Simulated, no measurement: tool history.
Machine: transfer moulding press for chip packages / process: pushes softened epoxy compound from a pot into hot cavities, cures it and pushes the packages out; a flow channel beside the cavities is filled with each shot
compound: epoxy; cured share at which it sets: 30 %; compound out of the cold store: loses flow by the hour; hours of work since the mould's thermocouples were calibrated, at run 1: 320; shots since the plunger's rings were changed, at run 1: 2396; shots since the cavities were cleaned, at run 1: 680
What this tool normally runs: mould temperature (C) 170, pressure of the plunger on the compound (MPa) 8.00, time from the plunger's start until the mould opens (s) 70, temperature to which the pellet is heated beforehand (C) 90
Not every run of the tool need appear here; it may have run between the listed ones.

run   hour  mould temperature (C)  pressure of the plunger on the compound (MPa)  time from the plunger's start until the mould opens (s)  temperature to which the pellet is heated beforehand (C)  hours of work since the mould's thermocouples were calibrated  shots since the plunger's rings were changed  shots since the cavities were cleaned  incoming compound's hours out of the cold store  length that the compound runs in the flow channel (mm)  greatest force on the pins that push the packages out (N)
  1    0.0                    170                                           8.00                                                       70                                                        90                                                            320                                          2396                                    680                                             44.1                                                     655                                                        948
  2    7.5                    170                                           8.00                                                       70                                                        90                                                            326                                          2547                                    831                                             23.9                                                     729                                                       1011
      10.6  -- cavities cleaned with cleaning compound and waxed
  3   14.1                    170                                           8.00                                                       70                                                        90                                                            330                                          2651                                     71                                             40.4                                                     668                                                        641
  4   23.8                    170                                           8.00                                                       70                                                        90                                                            337                                          2847                                    267                                             30.7                                                     704                                                        791
  5   36.2                    170                                           8.00                                                       70                                                        90                                                            347                                          3098                                    518                                             27.3                                                     714                                                        903
      46.4  -- plunger's sealing rings changed
  6   51.3                    170                                           8.00                                                       70                                                        90                                                            357                                           100                                    773                                             45.7                                                     663                                                        963
      57.6  -- cavities cleaned with cleaning compound and waxed
  7   58.5                    170                                           8.00                                                       70                                                        90                                                            361                                           215                                     19                                             36.0                                                     700                                                        612
  8   66.3                    170                                           8.00                                                       58                                                        90                                                            367                                           371                                    175                                             33.0                                                     713                                                       1186
  9   77.7                    170                                           8.00                                                       58                                                        85                                                            376                                           602                                    406                                             39.5                                                     687                                                       1329
 10   83.7                    170                                           8.00                                                       58                                                        85                                                            380                                           723                                    527                                             32.7                                                     712                                                       1516
 11   90.0                    170                                           8.00                                                       70                                                        90                                                            385                                           851                                    655                                             17.3                                                     770                                                       1052
 12   99.5                    170                                           8.00                                                       70                                                        90                                                            393                                          1042                                    846                                             44.4                                                     664                                                       1032
     101.7  -- cavities cleaned with cleaning compound and waxed
 13  112.5                    170                                           8.00                                                       70                                                        90                                                            402                                          1275                                    218                                             18.7                                                     765                                                        741
 14  124.6                    178                                           8.00                                                       70                                                        90                                                            411                                          1519                                    462                                             25.5                                                     703                                                        653
 15  134.0                    178                                           8.00                                                       70                                                        90                                                            418                                          1710                                    653                                             27.8                                                     691                                                        696
     145.9  -- cavities cleaned with cleaning compound and waxed
 16  147.6                    178                                           8.00                                                       70                                                        90                                                            427                                          1953                                     34                                             32.4                                                     673                                                        441
 17  159.0                    178                                           8.00                                                       70                                                        90                                                            436                                          2185                                    266                                             29.0                                                     685                                                        558
 18  168.5                    175                                           8.97                                                       70                                                        90                                                            443                                          2376                                    457                                             27.2                                                     742                                                        680
 19  178.3                    167                                           8.97                                                       69                                                        89                                                            451                                          2575                                    656                                             35.5                                                     741                                                       1282
 20  186.0                    165                                           8.58                                                       70                                                        86                                                            457                                          2731                                    812                                             36.9                                                     727                                                       1511
     190.0  -- cavities cleaned with cleaning compound and waxed
 21  200.0                    167                                           8.00                                                       70                                                        93                                                            467                                          2982                                    201                                             24.9                                                     733                                                        955
 22  209.5                    167                                           8.00                                                      102                                                        87                                                            474                                          3174                                    393                                              9.9                                                     801                                                        617
     216.4  -- plunger's sealing rings changed
 23  223.3                    170                                           6.10                                                       70                                                        90                                                            483                                           141                                    623                                             38.9                                                     607                                                        927
 24  228.6                    170                                           6.10                                                       70                                                        90                                                            487                                           247                                    729                                             43.4                                                     588                                                       1016
     236.6  -- cavities cleaned with cleaning compound and waxed
 25  240.0                    163                                           6.65                                                       91                                                        83                                                            494                                           447                                     68                                             44.9                                                     635                                                        631
 26  251.8                    163                                           6.65                                                       91                                                        83                                                            503                                           686                                    307                                             30.4                                                     686                                                        840
 27  264.1                    163                                           6.65                                                       91                                                        83                                                            513                                           934                                    555                                             21.8                                                     720                                                        970
 28  273.6                    163                                           6.65                                                       91                                                        83                                                            520                                          1127                                    748                                             23.0                                                     710                                                       1055
     281.4  -- cavities cleaned with cleaning compound and waxed
 29  287.4                    163                                           6.88                                                       91                                                        90                                                            530                                          1375                                    121                                             23.5                                                     718                                                        700

Below are 3 alternative next runs, each starting from the tool's condition after run 29. Predict each:
  A  294.9                    166                                           8.00                                                       87                                                        94                                                            535                                          1526                                    272                                             22.9                                                       ?                                                          ?
  B  294.9                    176                                           8.53                                                       70                                                        90                                                            535                                          1526                                    272                                             28.2                                                       ?                                                          ?
  C  294.9                    167                                           6.62                                                       91                                                        90                                                            535                                          1526                                    272                                             44.5                                                       ?                                                          ?

run  length that the compound runs in the flow channel (mm)  greatest force on the pins that push the packages out (N)
  A                                                     761                                                        733
  B                                                     725                                                        632
  C                                                     611                                                        609
With the hidden condition removed and each run's random variation left untouched, the same runs would have given:
run  length that the compound runs in the flow channel (mm)  greatest force on the pins that push the packages out (N)
  A                                                     770                                                        488
  B                                                     735                                                        438
  C                                                     618                                                        415

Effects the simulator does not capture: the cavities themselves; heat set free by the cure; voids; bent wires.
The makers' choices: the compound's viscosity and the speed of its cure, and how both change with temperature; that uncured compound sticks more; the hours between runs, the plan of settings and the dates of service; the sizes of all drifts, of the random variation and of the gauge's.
